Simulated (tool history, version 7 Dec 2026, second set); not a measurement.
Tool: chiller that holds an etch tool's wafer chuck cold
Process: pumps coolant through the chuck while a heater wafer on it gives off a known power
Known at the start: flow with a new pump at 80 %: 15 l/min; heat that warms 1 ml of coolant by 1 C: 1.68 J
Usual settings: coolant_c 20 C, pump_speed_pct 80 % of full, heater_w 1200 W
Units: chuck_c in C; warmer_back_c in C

run,day,coolant_c,pump_speed_pct,heater_w,chuck_c,warmer_back_c
1,0.000,20,80,1200,28.6,2.94
2,1.846,20,80,1200,28.5,2.97
3,4.408,20,80,1200,28.5,2.94
4,6.212,20,80,1200,28.5,2.94
5,7.350,11,80,1200,19.5,2.99
6,9.517,27,73,1200,36.2,3.22
7,11.575,27,73,1200,36.0,3.24
8,13.912,24,80,1200,32.4,2.99
9,15.275,17,84,1535,27.4,3.55
10,16.554,19,84,1104,26.6,2.58

Forecast each of these 3 alternatives for the next run:
A,19.129,25,68,1588,?,?
B,19.129,13,90,1062,?,?
C,19.129,20,80,1491,?,?

run,chuck_c,warmer_back_c
A,37.6,4.70
B,19.9,2.33
C,30.7,3.72
Without the tool's hidden state the same runs would have given:
run,chuck_c,warmer_back_c
A,37.3,4.55
B,19.8,2.25
C,30.4,3.60

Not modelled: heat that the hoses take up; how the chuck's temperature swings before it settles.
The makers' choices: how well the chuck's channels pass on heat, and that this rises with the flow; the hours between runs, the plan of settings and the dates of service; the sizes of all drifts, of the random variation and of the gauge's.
